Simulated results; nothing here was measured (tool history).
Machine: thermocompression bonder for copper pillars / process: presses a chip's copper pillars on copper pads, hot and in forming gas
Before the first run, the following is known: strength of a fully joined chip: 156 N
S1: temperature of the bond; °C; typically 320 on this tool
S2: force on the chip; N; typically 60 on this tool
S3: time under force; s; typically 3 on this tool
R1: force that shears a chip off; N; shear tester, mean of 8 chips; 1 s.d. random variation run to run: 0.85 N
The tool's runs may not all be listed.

| run | hour | S1 | S2 | S3 | R1 |
|---|---|---|---|---|---|
| 1 | 0 | 320 | 60 | 3 | 64.9 |
| 2 | 17.3 | 320 | 60 | 3 | 66.1 |
| 3 | 26.2 | 320 | 60 | 5 | 78 |
| 4 | 47.1 | 333 | 60 | 3 | 76.9 |
| 5 | 59.3 | 320 | 42 | 3 | 51.8 |
| 6 | 77.3 | 320 | 60 | 3 | 65.8 |
| 7 | 92.2 | 320 | 60 | 3 | 63.9 |
| 8 | 111.5 | 320 | 60 | 3 | 65 |
| 9 | 130.8 | 320 | 60 | 3 | 65.6 |
| 10 | 145.8 | 320 | 60 | 3 | 62.8 |
| 11 | 163.9 | 320 | 60 | 3 | 64.7 |
| 12 | 178.3 | 320 | 60 | 3 | 63.4 |
| 13 | 196.2 | 298 | 60 | 3 | 46.9 |
|  | 199.1 | heater calibrated with a thermocouple chip |
| 14 | 207.5 | 320 | 60 | 8 | 88.9 |
| 15 | 219.5 | 320 | 60 | 8 | 86.8 |
| 16 | 233.4 | 320 | 60 | 8 | 89.3 |
| 17 | 248.8 | 320 | 60 | 8 | 88.7 |
| 18 | 265.2 | 320 | 60 | 8 | 89.3 |
|  | 274.5 | heater calibrated with a thermocouple chip, once more |
| 19 | 288.7 | 320 | 60 | 3 | 67.3 |
| 20 | 302.5 | 320 | 60 | 3 | 67.6 |
| 21 | 317 | 320 | 60 | 3 | 67.5 |
| 22 | 331.1 | 322 | 60 | 3 | 69.9 |
| 23 | 342.8 | 311 | 60 | 3 | 59.4 |
| 24 | 355.3 | 311 | 60 | 3 | 60.7 |
| 25 | 364.2 | 293 | 39 | 7 | 50.1 |
| 26 | 383.7 | 293 | 39 | 7 | 49.7 |
| 27 | 393.4 | 319 | 51 | 8 | 86.7 |
| 28 | 414 | 319 | 51 | 4 | 66.5 |
| 29 | 431.2 | 313 | 39 | 3 | 45.9 |
| 30 | 445.3 | 339 | 54 | 4 | 86.7 |
| 31 | 455.9 | 302 | 60 | 4 | 57.4 |
| 32 | 474.4 | 302 | 60 | 4 | 57.1 |
| 33 | 487.4 | 327 | 41 | 3 | 57.3 |
| 34 | 506.5 | 306 | 68 | 5 | 71.8 |
| 35 | 516.7 | 306 | 68 | 5 | 71.5 |
| 36 | 536.1 | 306 | 68 | 5 | 71.2 |
| 37 | 555.9 | 309 | 49 | 6 | 67 |
| 38 | 574.5 | 309 | 49 | 6 | 65.8 |
| 39 | 591.7 | 322 | 45 | 2 | 48.1 |
| 40 | 610.3 | 305 | 69 | 2 | 50.7 |
| 41 | 631.9 | 305 | 69 | 2 | 49.9 |

Consider 3 possible next runs. They are alternatives, not a sequence: every one starts from the tool as it was left by run 41. What does each give?
| A | 643.5 | 318 | 60 | 2 | ? |
| B | 643.5 | 305 | 43 | 4 | ? |
| C | 643.5 | 324 | 69 | 2 | ? |

| run | R1 |
|---|---|
| A | 55.1 |
| B | 48.6 |
| C | 65.1 |
The same runs, with their run-to-run variation unchanged, on a tool lacking any hidden condition would have given:
| run | R1 |
|---|---|
| A | 56.9 |
| B | 50.2 |
| C | 67.1 |
